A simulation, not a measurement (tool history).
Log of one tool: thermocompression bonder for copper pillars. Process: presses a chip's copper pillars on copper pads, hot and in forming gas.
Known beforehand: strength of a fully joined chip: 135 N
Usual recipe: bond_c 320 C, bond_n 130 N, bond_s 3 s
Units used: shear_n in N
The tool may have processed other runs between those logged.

run	hour	bond_c	bond_n	bond_s	shear_n
1	0.0	320	130	3	75.9
2	24.2	320	130	3	76.3
3	53.3	316	130	3	74.0
4	80.6	316	130	3	73.9
5	96.3	316	130	3	73.4
6	114.0	316	130	3	74.3
7	136.5	316	130	3	73.4
8	165.0	316	130	3	74.0
9	178.7	316	130	3	73.3
10	190.9	316	130	5	86.1
11	215.6	316	130	5	85.5
12	243.5	316	130	5	84.3
13	272.1	320	130	3	75.5
14	291.9	320	130	3	75.6
15	310.9	320	130	3	75.9
16	323.5	320	130	3	76.0
17	338.2	320	130	3	76.7
18	355.8	320	130	3	75.3
19	372.8	320	130	3	75.2
20	397.4	320	130	3	75.6
21	414.3	320	130	3	75.4
# hour 417.5: force cell calibrated
22	431.0	320	130	3	74.7
23	457.1	320	130	3	74.6
24	475.8	318	110	3	66.8
# hour 479.0: force cell calibrated, once more
# hour 501.7: heater calibrated with a thermocouple chip
25	501.7	320	130	5	84.1
26	526.6	325	162	2	72.6
27	550.5	325	132	2	66.2
28	570.4	345	88	5	84.6
# hour 574.7: forming gas filter changed
29	590.1	298	125	5	72.5
30	614.1	328	78	3	61.9
31	635.0	328	78	3	61.8
32	655.3	332	108	3	76.8
33	680.6	332	108	3	76.1
34	703.4	336	107	2	68.8
35	725.1	312	148	2	66.1
36	743.1	312	136	6	88.4
37	762.7	312	136	6	89.5
38	779.4	312	136	6	89.0
39	806.1	316	94	7	81.2
40	819.0	328	87	3	66.0

Alternative continuations, all from the tool just after run 40; predict every row:
A	833.1	328	89	3	?
B	833.1	320	159	3	?
C	833.1	314	87	3	?

run	shear_n
A	67.3
B	82.8
C	58.0
Take away the tool's hidden state, keep each run's random variation, and the runs would have read:
run	shear_n
A	67.3
B	83.1
C	57.8
